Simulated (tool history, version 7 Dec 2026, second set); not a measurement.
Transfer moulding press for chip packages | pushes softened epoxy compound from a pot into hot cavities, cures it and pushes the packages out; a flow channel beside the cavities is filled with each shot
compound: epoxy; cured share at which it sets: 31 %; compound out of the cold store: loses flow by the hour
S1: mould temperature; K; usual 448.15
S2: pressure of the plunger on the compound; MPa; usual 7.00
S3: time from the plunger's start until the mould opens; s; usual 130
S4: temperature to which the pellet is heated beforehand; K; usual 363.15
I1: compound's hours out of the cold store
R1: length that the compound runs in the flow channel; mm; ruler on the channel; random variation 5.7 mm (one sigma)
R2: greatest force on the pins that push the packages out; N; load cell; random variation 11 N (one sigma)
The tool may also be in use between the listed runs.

| run | day | S1 | S2 | S3 | S4 | I1 | R1 | R2 |
|---|---|---|---|---|---|---|---|---|
| 1 | 0.000 | 448.15 | 7.00 | 130 | 363.15 | 19.5 | 710 | 523 |
| 2 | 0.438 | 448.15 | 7.00 | 130 | 363.15 | 37.1 | 612 | 590 |
| 3 | 0.888 | 448.15 | 7.00 | 130 | 363.15 | 12.4 | 737 | 694 |
| 4 | 1.208 | 448.15 | 7.00 | 130 | 363.15 | 8.9 | 752 | 715 |
| 5 | 1.621 | 446.15 | 7.00 | 130 | 363.15 | 30.9 | 656 | 796 |
| 6 | 2.067 | 446.15 | 7.00 | 130 | 363.15 | 36.8 | 619 | 819 |
| 7 | 2.288 | 446.15 | 7.00 | 130 | 363.15 | 30.3 | 663 | 862 |
| 8 | 2.546 | 446.15 | 7.00 | 130 | 363.15 | 10.1 | 751 | 939 |
| 9 | 2.854 | 448.15 | 7.00 | 165 | 363.15 | 42.5 | 596 | 724 |
|  | 3.233 | cavities cleaned with cleaning compound and waxed |
| 10 | 3.246 | 448.15 | 7.00 | 165 | 357.15 | 31.9 | 635 | 847 |
| 11 | 3.504 | 448.15 | 7.00 | 165 | 357.15 | 32.7 | 619 | 860 |
| 12 | 3.858 | 448.15 | 7.00 | 165 | 357.15 | 27.7 | 658 | 899 |
| 13 | 4.367 | 448.15 | 7.00 | 130 | 363.15 | 40.4 | 604 | 985 |
| 14 | 4.904 | 448.15 | 5.87 | 130 | 363.15 | 27.2 | 600 | 1022 |
|  | 5.075 | cavities cleaned with cleaning compound and waxed, once more |
| 15 | 5.350 | 448.15 | 5.87 | 130 | 363.15 | 8.9 | 694 | 603 |
| 16 | 5.792 | 448.15 | 5.87 | 130 | 363.15 | 45.1 | 528 | 641 |
| 17 | 6.242 | 453.15 | 7.00 | 140 | 355.15 | 25.4 | 660 | 612 |
| 18 | 6.750 | 448.15 | 7.00 | 147 | 363.15 | 14.2 | 718 | 699 |
| 19 | 7.238 | 448.15 | 7.00 | 147 | 363.15 | 25.5 | 665 | 703 |
| 20 | 7.658 | 448.15 | 7.00 | 132 | 370.15 | 24.3 | 668 | 797 |
| 21 | 8.100 | 448.15 | 6.76 | 132 | 357.15 | 19.3 | 685 | 875 |
|  | 8.300 | cavities cleaned with cleaning compound and waxed |
| 22 | 8.567 | 448.15 | 5.26 | 132 | 357.15 | 11.6 | 631 | 591 |
| 23 | 9.104 | 448.15 | 5.26 | 132 | 357.15 | 30.9 | 540 | 658 |
| 24 | 9.338 | 441.15 | 7.01 | 116 | 363.15 | 47.4 | 570 | 1128 |
| 25 | 9.771 | 445.15 | 7.00 | 141 | 363.15 | 19.0 | 698 | 733 |
| 26 | 10.100 | 442.15 | 7.00 | 130 | 357.15 | 38.9 | 601 | 1005 |
| 27 | 10.638 | 442.15 | 7.00 | 130 | 357.15 | 44.8 | 577 | 1052 |

4 ways to go on from here, each from the tool as it stands after run 27. What would each give?
| A | 11.100 | 442.15 | 7.00 | 130 | 354.15 | 34.7 | ? | ? |
| B | 11.100 | 448.15 | 6.34 | 134 | 363.15 | 8.3 | ? | ? |
| C | 11.100 | 443.15 | 7.00 | 156 | 370.15 | 45.4 | ? | ? |
| D | 11.100 | 442.15 | 7.00 | 126 | 357.15 | 13.4 | ? | ? |

| run | R1 | R2 |
|---|---|---|
| A | 634 | 1112 |
| B | 708 | 844 |
| C | 579 | 784 |
| D | 727 | 1275 |
Without the tool's hidden state the same runs would have given:
| run | R1 | R2 |
|---|---|---|
| A | 689 | 663 |
| B | 769 | 512 |
| C | 629 | 477 |
| D | 789 | 753 |

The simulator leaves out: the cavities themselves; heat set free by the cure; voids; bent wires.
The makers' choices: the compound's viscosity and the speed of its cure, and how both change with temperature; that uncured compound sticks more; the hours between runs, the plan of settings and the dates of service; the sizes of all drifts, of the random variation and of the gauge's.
